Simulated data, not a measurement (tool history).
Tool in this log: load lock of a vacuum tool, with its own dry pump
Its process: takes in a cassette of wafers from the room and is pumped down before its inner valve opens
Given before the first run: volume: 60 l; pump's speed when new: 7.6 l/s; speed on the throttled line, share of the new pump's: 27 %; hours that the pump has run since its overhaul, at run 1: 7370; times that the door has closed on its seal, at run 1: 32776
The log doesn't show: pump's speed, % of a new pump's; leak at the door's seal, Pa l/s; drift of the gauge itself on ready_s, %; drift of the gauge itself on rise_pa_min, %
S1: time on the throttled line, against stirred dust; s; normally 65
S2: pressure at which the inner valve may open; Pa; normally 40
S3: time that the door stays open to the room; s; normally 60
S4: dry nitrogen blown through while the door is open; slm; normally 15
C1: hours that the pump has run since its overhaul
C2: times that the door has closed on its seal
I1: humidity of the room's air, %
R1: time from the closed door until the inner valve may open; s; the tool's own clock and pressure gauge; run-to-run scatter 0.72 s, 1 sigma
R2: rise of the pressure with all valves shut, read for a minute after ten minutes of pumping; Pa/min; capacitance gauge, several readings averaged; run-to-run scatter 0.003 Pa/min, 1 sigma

{"run": 1, "hour": 0.0, "S1": 65, "S2": 40, "S3": 60, "S4": 15, "C1": 7370, "C2": 32776, "I1": 47.2, "R1": 114.0, "R2": 0.418}
{"run": 2, "hour": 106.8, "S1": 65, "S2": 56, "S3": 60, "S4": 15, "C1": 7477, "C2": 33182, "I1": 43.2, "R1": 112.5, "R2": 0.427}
{"run": 3, "hour": 232.1, "S1": 65, "S2": 40, "S3": 60, "S4": 15, "C1": 7602, "C2": 33658, "I1": 45.9, "R1": 113.6, "R2": 0.439}
{"run": 4, "hour": 370.4, "S1": 65, "S2": 40, "S3": 60, "S4": 15, "C1": 7741, "C2": 34184, "I1": 48.3, "R1": 114.2, "R2": 0.449}
{"run": 5, "hour": 564.4, "S1": 65, "S2": 40, "S3": 60, "S4": 15, "C1": 7935, "C2": 34922, "I1": 39.2, "R1": 115.5, "R2": 0.451}
{"run": 6, "hour": 691.0, "S1": 65, "S2": 40, "S3": 60, "S4": 15, "C1": 8061, "C2": 35404, "I1": 50.2, "R1": 114.8, "R2": 0.48}
{"run": 7, "hour": 908.5, "S1": 65, "S2": 40, "S3": 60, "S4": 15, "C1": 8279, "C2": 36231, "I1": 44.8, "R1": 113.4, "R2": 0.483}
{"run": 8, "hour": 1120.0, "S1": 65, "S2": 40, "S3": 60, "S4": 15, "C1": 8490, "C2": 37036, "I1": 43.5, "R1": 116.4, "R2": 0.497}
{"run": 9, "hour": 1292.1, "S1": 65, "S2": 40, "S3": 60, "S4": 15, "C1": 8662, "C2": 37690, "I1": 43.0, "R1": 115.6, "R2": 0.521}
{"run": 10, "hour": 1432.0, "S1": 65, "S2": 40, "S3": 60, "S4": 15, "C1": 8802, "C2": 38223, "I1": 47.9, "R1": 113.9, "R2": 0.52}
{"run": 11, "hour": 1584.5, "S1": 65, "S2": 40, "S3": 60, "S4": 15, "C1": 8955, "C2": 38803, "I1": 47.4, "R1": 114.9, "R2": 0.538}
{"hour": 1608.0, "done": "door's seal changed, seat wiped"}
{"run": 12, "hour": 1802.4, "S1": 58, "S2": 77, "S3": 126, "S4": 15, "C1": 9171, "C2": 740, "I1": 43.6, "R1": 103.6, "R2": 0.041}
{"run": 13, "hour": 1958.8, "S1": 85, "S2": 50, "S3": 47, "S4": 20, "C1": 9328, "C2": 1334, "I1": 46.4, "R1": 127.1, "R2": 0.03}
{"run": 14, "hour": 2072.6, "S1": 85, "S2": 50, "S3": 39, "S4": 6, "C1": 9441, "C2": 1767, "I1": 46.7, "R1": 126.4, "R2": 0.044}
{"run": 15, "hour": 2248.1, "S1": 43, "S2": 47, "S3": 68, "S4": 6, "C1": 9617, "C2": 2435, "I1": 45.3, "R1": 99.4, "R2": 0.046}
{"run": 16, "hour": 2410.1, "S1": 43, "S2": 47, "S3": 68, "S4": 6, "C1": 9779, "C2": 3051, "I1": 45.8, "R1": 98.6, "R2": 0.055}
{"run": 17, "hour": 2553.7, "S1": 43, "S2": 44, "S3": 46, "S4": 6, "C1": 9923, "C2": 3597, "I1": 45.6, "R1": 98.9, "R2": 0.057}
{"run": 18, "hour": 2731.0, "S1": 43, "S2": 44, "S3": 46, "S4": 6, "C1": 10100, "C2": 4272, "I1": 46.8, "R1": 100.0, "R2": 0.056}

For run 19, what comes out?
{"run": 19, "hour": 2844.3, "S1": 43, "S2": 44, "S3": 46, "S4": 6, "C1": 10213, "C2": 4702, "I1": 46.3, "R1": "?", "R2": "?"}

R1: 101.0 s
R2: 0.057 Pa/min
On a tool with no hidden condition, and with the same random variation, this run would have come out at R1 93.4 s, R2 0.033 Pa/min.
